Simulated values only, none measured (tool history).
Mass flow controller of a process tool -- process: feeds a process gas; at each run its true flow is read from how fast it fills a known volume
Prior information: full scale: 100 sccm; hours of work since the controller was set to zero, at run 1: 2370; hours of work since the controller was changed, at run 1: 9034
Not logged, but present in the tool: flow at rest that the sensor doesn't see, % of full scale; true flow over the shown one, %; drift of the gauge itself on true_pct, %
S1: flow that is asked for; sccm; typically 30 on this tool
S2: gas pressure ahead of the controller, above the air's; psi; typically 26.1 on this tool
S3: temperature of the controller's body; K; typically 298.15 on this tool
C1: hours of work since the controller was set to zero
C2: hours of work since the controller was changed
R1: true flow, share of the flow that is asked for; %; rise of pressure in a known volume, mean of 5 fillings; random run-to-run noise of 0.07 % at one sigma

run     hour  S1    S2      S3    C1     C2      R1
  1        0  30  26.1  298.15  2370   9034   97.86
  2    422.2  30  26.1  298.15  2675   9339   97.93
  3    841.2  27  26.1  298.15  2978   9642   98.19
  4     1034  27  26.1  298.15  3117   9781   98.25
  5   1264.5  30  26.1  298.15  3284   9947   97.97
  6     1468  30  26.1  298.15  3431  10095   98.16
  7   1745.1  30  26.1  298.15  3631  10295    98.2
  8   2148.2  71  26.1  298.15  3923  10586   97.28
  9   2385.8  71  26.1  298.15  4094  10758   97.19
      2465.4  -- controller exchanged for a calibrated one
 10   2804.4  30  26.1  298.15   245    245   99.38
 11   3101.3  30  26.1  298.15   460    460   99.32
 12   3504.9  30  26.1  298.15   751    751   99.46
 13   3859.3  30  26.1  298.15  1007   1007   99.33
 14   4170.7  30  26.1  298.15  1232   1232   99.62
 15   4541.9  30  26.1  298.15  1501   1501   99.65
 16   4901.4  30  26.1  298.15  1760   1760   99.65
 17   5097.8  30  26.1  298.15  1902   1902   99.65
 18   5368.4  30  24.9  298.15  2098   2098   99.73
 19   5548.2  30  24.9  298.15  2228   2228   99.71
 20   5939.5  30  26.1  298.15  2511   2511   99.75
 21   6312.6  30  26.1  298.15  2780   2780   99.76
 22     6747  30  26.1  298.15  3094   3094   99.97
 23   7091.4  30  26.1  298.15  3343   3343  100.09
 24   7388.2  30  26.1  298.15  3558   3558  100.06
 25   7654.8  30  26.1  298.15  3750   3750   99.95
 26   8003.1  64    28  307.15  4002   4002   98.88
 27   8212.7  64    28  307.15  4154   4154   98.78
 28   8619.9  64    28  307.15  4448   4448   98.72
 29   8876.2  63  25.4  300.15  4633   4633   99.14
 30   9197.1  12  23.9  303.15  4865   4865  103.82
 31   9556.8  30  30.2  295.15  5125   5125   100.7
 32   9826.1  55  35.8  301.15  5320   5320   99.33
 33    10206  27    26  307.15  5594   5594  100.04
 34  10414.7  15  27.6  298.15  5745   5745   103.4
 35  10670.2  30  26.1  302.15  5930   5930  100.32
 36    10927  41  26.1  297.15  6115   6115   99.89
 37  11120.8  41  26.1  297.15  6255   6255   99.81
     11267.5  -- controller's zero set anew
 38  11333.5  41  26.1  297.15    48   6409   97.49
 39  11743.5  41  36.1  301.15   344   6705   97.47
 40    12140  41  35.4  313.15   631   6991   96.66
 41  12373.9  41  33.4  313.15   800   7160   96.75
 42  12648.4  18  29.7  299.15   998   7359   97.97
 43  12970.8  18  29.7  299.15  1231   7592   98.04
 44    13316  95  32.6  297.15  1480   7841   97.81
 45  13600.6  95  32.6  297.15  1686   8047   97.64
 46    13850  95  32.6  294.15  1866   8227   98.01

Run 47 is up next; what results do you expect?
 47  14141.2  95  32.6  294.15  2077  8438   ?

R1: 97.95 %
Without the tool's hidden state the same run would have given R1 100.3 %.
